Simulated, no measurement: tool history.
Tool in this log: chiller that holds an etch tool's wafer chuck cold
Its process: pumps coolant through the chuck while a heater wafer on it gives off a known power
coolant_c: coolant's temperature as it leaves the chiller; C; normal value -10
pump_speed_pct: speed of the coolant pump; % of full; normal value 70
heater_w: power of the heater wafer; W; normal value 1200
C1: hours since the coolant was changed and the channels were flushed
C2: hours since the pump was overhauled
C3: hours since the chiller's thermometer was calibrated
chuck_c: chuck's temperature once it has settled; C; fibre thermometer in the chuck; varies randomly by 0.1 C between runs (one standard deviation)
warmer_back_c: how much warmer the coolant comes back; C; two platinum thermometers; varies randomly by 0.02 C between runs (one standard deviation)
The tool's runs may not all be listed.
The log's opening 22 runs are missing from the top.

{"run": 23, "hour": 1979.9, "coolant_c": -1, "pump_speed_pct": 70, "heater_w": 1218, "C1": 971, "C2": 2446, "C3": 1382, "chuck_c": 13.8, "warmer_back_c": 4.39}
{"run": 24, "hour": 2051.6, "coolant_c": -1, "pump_speed_pct": 70, "heater_w": 1218, "C1": 1043, "C2": 2518, "C3": 1453, "chuck_c": 13.7, "warmer_back_c": 4.38}
{"run": 25, "hour": 2160.5, "coolant_c": -1, "pump_speed_pct": 70, "heater_w": 1218, "C1": 1152, "C2": 2627, "C3": 1562, "chuck_c": 13.7, "warmer_back_c": 4.36}
{"run": 26, "hour": 2267.8, "coolant_c": -1, "pump_speed_pct": 64, "heater_w": 1003, "C1": 1259, "C2": 2734, "C3": 1670, "chuck_c": 11.9, "warmer_back_c": 3.93}
{"run": 27, "hour": 2326.9, "coolant_c": -15, "pump_speed_pct": 73, "heater_w": 1200, "C1": 1318, "C2": 2793, "C3": 1729, "chuck_c": -0.9, "warmer_back_c": 4.1}
{"run": 28, "hour": 2443.4, "coolant_c": -15, "pump_speed_pct": 74, "heater_w": 1038, "C1": 1435, "C2": 2910, "C3": 1845, "chuck_c": -2.8, "warmer_back_c": 3.43}
{"run": 29, "hour": 2524.3, "coolant_c": -19, "pump_speed_pct": 74, "heater_w": 1038, "C1": 1516, "C2": 2991, "C3": 1926, "chuck_c": -6.8, "warmer_back_c": 3.43}
{"run": 30, "hour": 2598.2, "coolant_c": -1, "pump_speed_pct": 64, "heater_w": 988, "C1": 1590, "C2": 3065, "C3": 2000, "chuck_c": 11.8, "warmer_back_c": 3.88}
{"run": 31, "hour": 2695.6, "coolant_c": -17, "pump_speed_pct": 70, "heater_w": 603, "C1": 1687, "C2": 3162, "C3": 2097, "chuck_c": -9.5, "warmer_back_c": 2.0}

Consider 3 possible next runs. They are alternatives, not a sequence: every one starts from the tool as it was left by run 31. What does each give?
{"run": "A", "hour": 2755.7, "coolant_c": -4, "pump_speed_pct": 70, "heater_w": 742, "C1": 1747, "C2": 3222, "C3": 2157, "chuck_c": "?", "warmer_back_c": "?"}
{"run": "B", "hour": 2755.7, "coolant_c": -4, "pump_speed_pct": 89, "heater_w": 603, "C1": 1747, "C2": 3222, "C3": 2157, "chuck_c": "?", "warmer_back_c": "?"}
{"run": "C", "hour": 2755.7, "coolant_c": -10, "pump_speed_pct": 81, "heater_w": 1200, "C1": 1747, "C2": 3222, "C3": 2157, "chuck_c": "?", "warmer_back_c": "?"}

run=A chuck_c=5.0 warmer_back_c=2.47
run=B chuck_c=2.3 warmer_back_c=1.46
run=C chuck_c=3.2 warmer_back_c=3.56
Stripped of hidden state, with their random variation kept, the same runs would have yielded:
run=A chuck_c=5.0 warmer_back_c=2.79
run=B chuck_c=2.3 warmer_back_c=1.78
run=C chuck_c=3.2 warmer_back_c=3.88
